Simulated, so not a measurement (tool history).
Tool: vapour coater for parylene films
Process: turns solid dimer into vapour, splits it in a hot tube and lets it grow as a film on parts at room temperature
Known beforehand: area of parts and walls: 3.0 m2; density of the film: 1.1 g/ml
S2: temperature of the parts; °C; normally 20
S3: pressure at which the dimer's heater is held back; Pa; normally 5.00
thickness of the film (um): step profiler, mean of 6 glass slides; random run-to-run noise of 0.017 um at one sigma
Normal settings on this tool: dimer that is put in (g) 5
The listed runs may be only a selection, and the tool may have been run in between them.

{"run": 1, "hour": 0.0, "dimer that is put in (g)": 5, "S2": 20, "S3": 5.0, "thickness of the film (um)": 0.98}
{"hour": 32.7, "done": "table's thermometer calibrated"}
{"run": 2, "hour": 61.1, "dimer that is put in (g)": 5, "S2": 20, "S3": 5.0, "thickness of the film (um)": 0.94}
{"run": 3, "hour": 123.0, "dimer that is put in (g)": 5, "S2": 20, "S3": 5.0, "thickness of the film (um)": 0.95}
{"run": 4, "hour": 201.2, "dimer that is put in (g)": 7, "S2": 20, "S3": 5.0, "thickness of the film (um)": 1.27}
{"run": 5, "hour": 273.6, "dimer that is put in (g)": 2, "S2": 20, "S3": 5.0, "thickness of the film (um)": 0.36}
{"hour": 283.3, "done": "trap's valve overhauled"}
{"run": 6, "hour": 312.8, "dimer that is put in (g)": 2, "S2": 30, "S3": 5.0, "thickness of the film (um)": 0.3}
{"run": 7, "hour": 388.2, "dimer that is put in (g)": 5, "S2": 20, "S3": 5.0, "thickness of the film (um)": 0.95}
{"run": 8, "hour": 464.7, "dimer that is put in (g)": 5, "S2": 20, "S3": 5.0, "thickness of the film (um)": 0.94}
{"run": 9, "hour": 498.2, "dimer that is put in (g)": 5, "S2": 20, "S3": 5.0, "thickness of the film (um)": 0.9}
{"run": 10, "hour": 565.9, "dimer that is put in (g)": 5, "S2": 20, "S3": 5.0, "thickness of the film (um)": 0.91}
{"run": 11, "hour": 636.6, "dimer that is put in (g)": 5, "S2": 20, "S3": 5.0, "thickness of the film (um)": 0.87}
{"hour": 662.9, "done": "trap's valve overhauled"}
{"run": 12, "hour": 679.1, "dimer that is put in (g)": 5, "S2": 20, "S3": 5.0, "thickness of the film (um)": 1.01}
{"run": 13, "hour": 754.8, "dimer that is put in (g)": 5, "S2": 20, "S3": 5.0, "thickness of the film (um)": 0.95}
{"run": 14, "hour": 791.4, "dimer that is put in (g)": 5, "S2": 20, "S3": 5.0, "thickness of the film (um)": 0.95}
{"run": 15, "hour": 864.8, "dimer that is put in (g)": 5, "S2": 20, "S3": 2.07, "thickness of the film (um)": 1.15}
{"run": 16, "hour": 921.6, "dimer that is put in (g)": 5, "S2": 20, "S3": 2.07, "thickness of the film (um)": 1.13}
{"run": 17, "hour": 964.5, "dimer that is put in (g)": 6, "S2": 17, "S3": 2.3, "thickness of the film (um)": 1.4}
{"hour": 1040.5, "done": "trap's valve overhauled"}
{"run": 18, "hour": 1043.7, "dimer that is put in (g)": 6, "S2": 14, "S3": 5.26, "thickness of the film (um)": 1.32}
{"run": 19, "hour": 1104.5, "dimer that is put in (g)": 6, "S2": 14, "S3": 5.26, "thickness of the film (um)": 1.31}
{"run": 20, "hour": 1160.5, "dimer that is put in (g)": 3, "S2": 14, "S3": 9.65, "thickness of the film (um)": 0.55}

Forecast run 21:
{"run": 21, "hour": 1205.4, "dimer that is put in (g)": 4, "S2": 20, "S3": 2.3, "thickness of the film (um)": "?"}

thickness of the film (um): 0.89
With no hidden state in the tool, this same run would have given thickness of the film (um) 0.93.
